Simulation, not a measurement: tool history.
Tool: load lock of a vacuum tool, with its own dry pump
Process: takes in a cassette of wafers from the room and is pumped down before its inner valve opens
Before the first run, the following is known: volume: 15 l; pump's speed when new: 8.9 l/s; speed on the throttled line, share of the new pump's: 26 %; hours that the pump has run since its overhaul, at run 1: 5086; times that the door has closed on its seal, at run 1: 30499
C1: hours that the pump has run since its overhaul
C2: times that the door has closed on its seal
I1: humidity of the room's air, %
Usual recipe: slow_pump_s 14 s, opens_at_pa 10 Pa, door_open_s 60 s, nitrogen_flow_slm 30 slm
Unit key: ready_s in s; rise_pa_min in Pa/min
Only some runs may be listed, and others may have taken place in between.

Run 1, hour 0.0: usual settings; C1 5086; C2 30499; I1 41.8. Result: ready_s 26.4 s, rise_pa_min 0.146 Pa/min.
Run 2, hour 319.5: usual settings; C1 5406; C2 31670; I1 42.5. Result: ready_s 26.5 s, rise_pa_min 0.158 Pa/min.
Run 3, hour 857.2: usual settings but opens_at_pa 17 Pa; C1 5943; C2 33640; I1 44.2. Result: ready_s 26.2 s, rise_pa_min 0.163 Pa/min.
Run 4, hour 1390.2: usual settings but opens_at_pa 17 Pa; C1 6476; C2 35593; I1 42.4. Result: ready_s 25.8 s, rise_pa_min 0.166 Pa/min.
Run 5, hour 1781.6: usual settings but opens_at_pa 9 Pa; C1 6868; C2 37027; I1 45.3. Result: ready_s 27.4 s, rise_pa_min 0.181 Pa/min.
Run 6, hour 2205.8: usual settings but opens_at_pa 9 Pa; C1 7292; C2 38581; I1 43.7. Result: ready_s 27.2 s, rise_pa_min 0.180 Pa/min.
Run 7, hour 2634.6: usual settings but opens_at_pa 9 Pa; C1 7721; C2 40152; I1 44.7. Result: ready_s 27.4 s, rise_pa_min 0.187 Pa/min.
Run 8, hour 3048.1: usual settings; C1 8134; C2 41667; I1 42.4. Result: ready_s 27.3 s, rise_pa_min 0.194 Pa/min.
Run 9, hour 3502.4: usual settings; C1 8589; C2 43331; I1 45.8. Result: ready_s 27.1 s, rise_pa_min 0.206 Pa/min.
Run 10, hour 3751.8: usual settings; C1 8838; C2 44245; I1 44.3. Result: ready_s 27.5 s, rise_pa_min 0.209 Pa/min.
Run 11, hour 4139.9: usual settings; C1 9226; C2 45667; I1 43.9. Result: ready_s 27.7 s, rise_pa_min 0.220 Pa/min.
Run 12, hour 4377.2: usual settings; C1 9464; C2 46537; I1 47.8. Result: ready_s 27.5 s, rise_pa_min 0.233 Pa/min.
Run 13, hour 4787.0: usual settings but opens_at_pa 8 Pa, door_open_s 84 s, nitrogen_flow_slm 27 slm; C1 9873; C2 48038; I1 45.3. Result: ready_s 28.2 s, rise_pa_min 0.249 Pa/min.
Run 14, hour 5028.9: usual settings but slow_pump_s 11 s, nitrogen_flow_slm 18 slm; C1 10115; C2 48924; I1 47.1. Result: ready_s 25.5 s, rise_pa_min 0.257 Pa/min.
Run 15, hour 5480.9: usual settings but slow_pump_s 8 s, opens_at_pa 9 Pa, door_open_s 133 s; C1 10567; C2 50580; I1 51.7. Result: ready_s 23.7 s, rise_pa_min 0.293 Pa/min.
At hour 5749.2: dry pump taken out, an overhauled one fitted.
Run 16, hour 5850.3: usual settings but slow_pump_s 8 s, opens_at_pa 9 Pa, door_open_s 133 s; C1 101; C2 51911; I1 44.9. Result: ready_s 21.9 s, rise_pa_min 0.295 Pa/min.
Run 17, hour 6144.9: usual settings but slow_pump_s 21 s, opens_at_pa 9 Pa, door_open_s 58 s, nitrogen_flow_slm 22 slm; C1 396; C2 52991; I1 42.8. Result: ready_s 31.7 s, rise_pa_min 0.262 Pa/min.
Run 18, hour 6680.5: usual settings but slow_pump_s 21 s, opens_at_pa 9 Pa, door_open_s 58 s, nitrogen_flow_slm 22 slm; C1 931; C2 54953; I1 47.4. Result: ready_s 31.5 s, rise_pa_min 0.276 Pa/min.
Run 19, hour 7185.0: usual settings but slow_pump_s 21 s, opens_at_pa 9 Pa, door_open_s 58 s, nitrogen_flow_slm 22 slm; C1 1436; C2 56801; I1 46.9. Result: ready_s 31.6 s, rise_pa_min 0.285 Pa/min.
At hour 7382.8: door's seal changed, seat wiped.
Run 20, hour 7437.4: usual settings but slow_pump_s 21 s, opens_at_pa 11 Pa, door_open_s 58 s, nitrogen_flow_slm 9 slm; C1 1687; C2 200; I1 47.9. Result: ready_s 31.0 s, rise_pa_min 0.094 Pa/min.
Run 21, hour 7674.9: usual settings but slow_pump_s 21 s, opens_at_pa 11 Pa, door_open_s 58 s, nitrogen_flow_slm 9 slm; C1 1924; C2 1070; I1 43.4. Result: ready_s 30.9 s, rise_pa_min 0.090 Pa/min.
Run 22, hour 7936.9: usual settings but slow_pump_s 15 s, opens_at_pa 19 Pa; C1 2186; C2 2030; I1 41.3. Result: ready_s 25.8 s, rise_pa_min 0.063 Pa/min.
Run 23, hour 8298.1: usual settings but opens_at_pa 9 Pa, door_open_s 37 s, nitrogen_flow_slm 37 slm; C1 2547; C2 3353; I1 46.5. Result: ready_s 27.0 s, rise_pa_min 0.052 Pa/min.

The same runs without the tool's hidden state, with the same run-to-run variation:
The tool's hidden condition here consists of: pump's speed, % of a new pump's; leak at the door's seal, Pa l/s; drift of the gauge itself on ready_s, %; drift of the gauge itself on rise_pa_min, %.
run  ready_s  rise_pa_min
  1     25.8        0.060
  2     25.8        0.066
  3     25.5        0.065
  4     25.0        0.059
  5     26.3        0.064
  6     26.1        0.059
  7     26.3        0.060
  8     26.1        0.059
  9     25.8        0.061
 10     26.2        0.062
 11     26.3        0.062
 12     26.0        0.071
 13     26.6        0.081
 14     23.8        0.082
 15     21.7        0.110
 16     22.1        0.102
 17     31.7        0.068
 18     31.5        0.070
 19     31.6        0.068
 20     31.0        0.090
 21     30.8        0.086
 22     25.6        0.058
 23     26.8        0.044

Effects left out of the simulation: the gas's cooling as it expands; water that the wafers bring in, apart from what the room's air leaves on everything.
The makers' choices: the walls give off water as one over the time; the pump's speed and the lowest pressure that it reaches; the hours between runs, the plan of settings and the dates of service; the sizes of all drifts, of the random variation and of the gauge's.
